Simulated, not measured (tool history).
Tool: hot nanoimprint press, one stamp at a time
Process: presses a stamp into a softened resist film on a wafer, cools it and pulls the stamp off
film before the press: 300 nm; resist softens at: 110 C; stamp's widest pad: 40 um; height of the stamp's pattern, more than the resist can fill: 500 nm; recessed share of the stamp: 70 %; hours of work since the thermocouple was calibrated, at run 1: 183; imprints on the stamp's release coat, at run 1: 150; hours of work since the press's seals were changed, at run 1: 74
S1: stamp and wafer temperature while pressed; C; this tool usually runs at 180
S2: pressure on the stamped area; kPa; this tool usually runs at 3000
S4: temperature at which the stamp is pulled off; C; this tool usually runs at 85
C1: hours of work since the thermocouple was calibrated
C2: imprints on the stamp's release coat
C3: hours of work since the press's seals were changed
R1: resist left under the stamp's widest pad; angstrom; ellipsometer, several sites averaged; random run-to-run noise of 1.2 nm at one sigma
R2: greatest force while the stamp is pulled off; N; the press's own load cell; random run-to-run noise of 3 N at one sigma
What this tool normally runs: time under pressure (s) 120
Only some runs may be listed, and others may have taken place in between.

{"run": 1, "hour": 0.0, "S1": 180, "S2": 3000, "time under pressure (s)": 120, "S4": 85, "C1": 183, "C2": 150, "C3": 74, "R1": 1780, "R2": 169}
{"run": 2, "hour": 17.2, "S1": 180, "S2": 3000, "time under pressure (s)": 120, "S4": 85, "C1": 192, "C2": 200, "C3": 84, "R1": 1816, "R2": 171}
{"run": 3, "hour": 42.0, "S1": 180, "S2": 3000, "time under pressure (s)": 120, "S4": 85, "C1": 206, "C2": 272, "C3": 98, "R1": 1814, "R2": 170}
{"run": 4, "hour": 56.6, "S1": 180, "S2": 3000, "time under pressure (s)": 120, "S4": 85, "C1": 215, "C2": 315, "C3": 106, "R1": 1788, "R2": 177}
{"run": 5, "hour": 75.6, "S1": 180, "S2": 3000, "time under pressure (s)": 120, "S4": 85, "C1": 225, "C2": 370, "C3": 117, "R1": 1809, "R2": 175}
{"run": 6, "hour": 96.7, "S1": 180, "S2": 3550, "time under pressure (s)": 120, "S4": 85, "C1": 237, "C2": 432, "C3": 129, "R1": 1707, "R2": 175}
{"run": 7, "hour": 118.0, "S1": 190, "S2": 3000, "time under pressure (s)": 120, "S4": 85, "C1": 250, "C2": 494, "C3": 141, "R1": 1295, "R2": 182}
{"run": 8, "hour": 137.3, "S1": 190, "S2": 3000, "time under pressure (s)": 120, "S4": 85, "C1": 260, "C2": 550, "C3": 152, "R1": 1308, "R2": 176}
{"run": 9, "hour": 153.7, "S1": 190, "S2": 3000, "time under pressure (s)": 120, "S4": 85, "C1": 270, "C2": 598, "C3": 161, "R1": 1317, "R2": 175}
{"run": 10, "hour": 182.6, "S1": 190, "S2": 3000, "time under pressure (s)": 120, "S4": 85, "C1": 286, "C2": 682, "C3": 177, "R1": 1304, "R2": 190}
{"hour": 213.0, "done": "plate thermocouple calibrated"}
{"hour": 219.0, "done": "stamp cleaned and given a new release coat"}
{"run": 11, "hour": 219.0, "S1": 180, "S2": 3000, "time under pressure (s)": 120, "S4": 85, "C1": 0, "C2": 0, "C3": 193, "R1": 1875, "R2": 165}
{"run": 12, "hour": 246.0, "S1": 180, "S2": 3000, "time under pressure (s)": 120, "S4": 85, "C1": 15, "C2": 79, "C3": 208, "R1": 1866, "R2": 164}
{"run": 13, "hour": 275.6, "S1": 180, "S2": 3000, "time under pressure (s)": 120, "S4": 85, "C1": 32, "C2": 165, "C3": 225, "R1": 1857, "R2": 167}
{"hour": 291.0, "done": "plate thermocouple calibrated, once more"}
{"run": 14, "hour": 295.9, "S1": 180, "S2": 3000, "time under pressure (s)": 120, "S4": 85, "C1": 3, "C2": 215, "C3": 235, "R1": 1746, "R2": 171}
{"run": 15, "hour": 321.4, "S1": 180, "S2": 3000, "time under pressure (s)": 120, "S4": 85, "C1": 17, "C2": 289, "C3": 249, "R1": 1760, "R2": 176}
{"run": 16, "hour": 346.5, "S1": 175, "S2": 3870, "time under pressure (s)": 75, "S4": 86, "C1": 32, "C2": 363, "C3": 264, "R1": 2159, "R2": 174}
{"run": 17, "hour": 375.3, "S1": 175, "S2": 3610, "time under pressure (s)": 75, "S4": 86, "C1": 48, "C2": 446, "C3": 280, "R1": 2176, "R2": 174}
{"run": 18, "hour": 394.1, "S1": 175, "S2": 3610, "time under pressure (s)": 75, "S4": 86, "C1": 58, "C2": 501, "C3": 291, "R1": 2205, "R2": 180}
{"run": 19, "hour": 410.0, "S1": 174, "S2": 3000, "time under pressure (s)": 234, "S4": 91, "C1": 68, "C2": 547, "C3": 300, "R1": 1784, "R2": 178}
{"run": 20, "hour": 438.9, "S1": 171, "S2": 1810, "time under pressure (s)": 120, "S4": 85, "C1": 84, "C2": 632, "C3": 316, "R1": 2552, "R2": 185}
{"run": 21, "hour": 452.6, "S1": 192, "S2": 2500, "time under pressure (s)": 191, "S4": 84, "C1": 92, "C2": 672, "C3": 324, "R1": 1090, "R2": 183}
{"run": 22, "hour": 481.8, "S1": 180, "S2": 3000, "time under pressure (s)": 120, "S4": 80, "C1": 108, "C2": 757, "C3": 340, "R1": 1802, "R2": 191}
{"hour": 490.1, "done": "stamp cleaned and given a new release coat"}
{"run": 23, "hour": 513.7, "S1": 191, "S2": 3980, "time under pressure (s)": 157, "S4": 81, "C1": 123, "C2": 69, "C3": 355, "R1": 980, "R2": 172}
{"run": 24, "hour": 528.2, "S1": 191, "S2": 3980, "time under pressure (s)": 157, "S4": 81, "C1": 131, "C2": 111, "C3": 363, "R1": 982, "R2": 176}
{"run": 25, "hour": 555.8, "S1": 183, "S2": 2440, "time under pressure (s)": 157, "S4": 81, "C1": 147, "C2": 192, "C3": 379, "R1": 1626, "R2": 180}
{"run": 26, "hour": 569.4, "S1": 183, "S2": 4100, "time under pressure (s)": 157, "S4": 81, "C1": 155, "C2": 231, "C3": 387, "R1": 1303, "R2": 175}
{"run": 27, "hour": 582.6, "S1": 169, "S2": 3000, "time under pressure (s)": 71, "S4": 85, "C1": 162, "C2": 270, "C3": 394, "R1": 2610, "R2": 169}
{"run": 28, "hour": 601.6, "S1": 169, "S2": 3000, "time under pressure (s)": 71, "S4": 85, "C1": 173, "C2": 325, "C3": 405, "R1": 2624, "R2": 171}
{"run": 29, "hour": 617.6, "S1": 180, "S2": 4270, "time under pressure (s)": 125, "S4": 85, "C1": 182, "C2": 372, "C3": 414, "R1": 1556, "R2": 173}

Hidden state at the last listed run before each entry between runs and at the first one after, where it differs:
Runs 10 to 11: plate thermocouple calibrated (hour 213); stamp cleaned and given a new release coat (hour 219)
  true temperature over the reading, C: -1.26 -> -2.02; pressure that arrives at the usual setting, %: 98.71 -> 98.63; grip of the stamp's worn release coat, % over a new coat's: 10.6 -> 0
  the result without the hidden state subtracted from the measured one, R1: +62 -> +125 angstrom; R2: +20 -> +2 N
Runs 13 to 14: plate thermocouple calibrated, once more (hour 291)
  true temperature over the reading, C: -2.15 -> -0.07; pressure that arrives at the usual setting, %: 98.45 -> 98.4; grip of the stamp's worn release coat, % over a new coat's: 2.5 -> 3.3
  the result without the hidden state subtracted from the measured one, R1: +132 -> +15 angstrom; R2: +6 -> +5 N
Runs 22 to 23: stamp cleaned and given a new release coat (hour 490.1)
  true temperature over the reading, C: -0.52 -> -0.58; pressure that arrives at the usual setting, %: 97.85 -> 97.77; grip of the stamp's worn release coat, % over a new coat's: 11.8 -> 1.1
  the result without the hidden state subtracted from the measured one, R1: +45 -> +35 angstrom; R2: +20 -> +2 N
